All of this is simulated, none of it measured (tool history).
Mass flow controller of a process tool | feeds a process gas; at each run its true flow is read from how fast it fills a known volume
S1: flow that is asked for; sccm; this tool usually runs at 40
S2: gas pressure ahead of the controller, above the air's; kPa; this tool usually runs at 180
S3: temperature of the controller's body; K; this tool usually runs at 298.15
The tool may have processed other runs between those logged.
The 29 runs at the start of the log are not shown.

run 30 hour=2198.4 | S1=12 S2=179 S3=307.15 | true_flow_(%)=97.88
run 31 hour=2286.2 | S1=12 S2=179 S3=307.15 | true_flow_(%)=97.90
run 32 hour=2348.0 | S1=12 S2=179 S3=307.15 | true_flow_(%)=97.80
run 33 hour=2427.4 | S1=29 S2=153 S3=298.15 | true_flow_(%)=98.38
run 34 hour=2497.7 | S1=29 S2=153 S3=298.15 | true_flow_(%)=98.25
run 35 hour=2601.4 | S1=29 S2=153 S3=298.15 | true_flow_(%)=98.29
run 36 hour=2665.5 | S1=29 S2=153 S3=312.15 | true_flow_(%)=98.92
run 37 hour=2725.8 | S1=29 S2=272 S3=298.15 | true_flow_(%)=98.23
run 38 hour=2823.0 | S1=29 S2=272 S3=293.15 | true_flow_(%)=97.89
run 39 hour=2912.5 | S1=29 S2=272 S3=293.15 | true_flow_(%)=97.89
run 40 hour=3012.2 | S1=40 S2=141 S3=296.15 | true_flow_(%)=98.32
run 41 hour=3116.4 | S1=40 S2=141 S3=296.15 | true_flow_(%)=98.59
run 42 hour=3165.2 | S1=21 S2=141 S3=300.15 | true_flow_(%)=97.66
run 43 hour=3233.4 | S1=21 S2=141 S3=300.15 | true_flow_(%)=97.88
run 44 hour=3306.7 | S1=21 S2=141 S3=300.15 | true_flow_(%)=97.69
run 45 hour=3366.8 | S1=40 S2=180 S3=309.15 | true_flow_(%)=99.30
run 46 hour=3427.0 | S1=40 S2=180 S3=309.15 | true_flow_(%)=99.27
run 47 hour=3529.1 | S1=40 S2=180 S3=309.15 | true_flow_(%)=99.17

Forecast each of these 5 alternatives for the next run:
run A hour=3600.8 | S1=35 S2=171 S3=298.15 | true_flow_(%)=?
run B hour=3600.8 | S1=54 S2=180 S3=309.15 | true_flow_(%)=?
run C hour=3600.8 | S1=40 S2=234 S3=300.15 | true_flow_(%)=?
run D hour=3600.8 | S1=24 S2=280 S3=299.15 | true_flow_(%)=?
run E hour=3600.8 | S1=40 S2=180 S3=298.15 | true_flow_(%)=?

run=A true_flow_(%)=98.37
run=B true_flow_(%)=99.63
run=C true_flow_(%)=98.70
run=D true_flow_(%)=98.05
run=E true_flow_(%)=98.49
What these runs would have given with no unlogged condition in the tool:
run=A true_flow_(%)=98.48
run=B true_flow_(%)=99.50
run=C true_flow_(%)=98.72
run=D true_flow_(%)=98.47
run=E true_flow_(%)=98.51
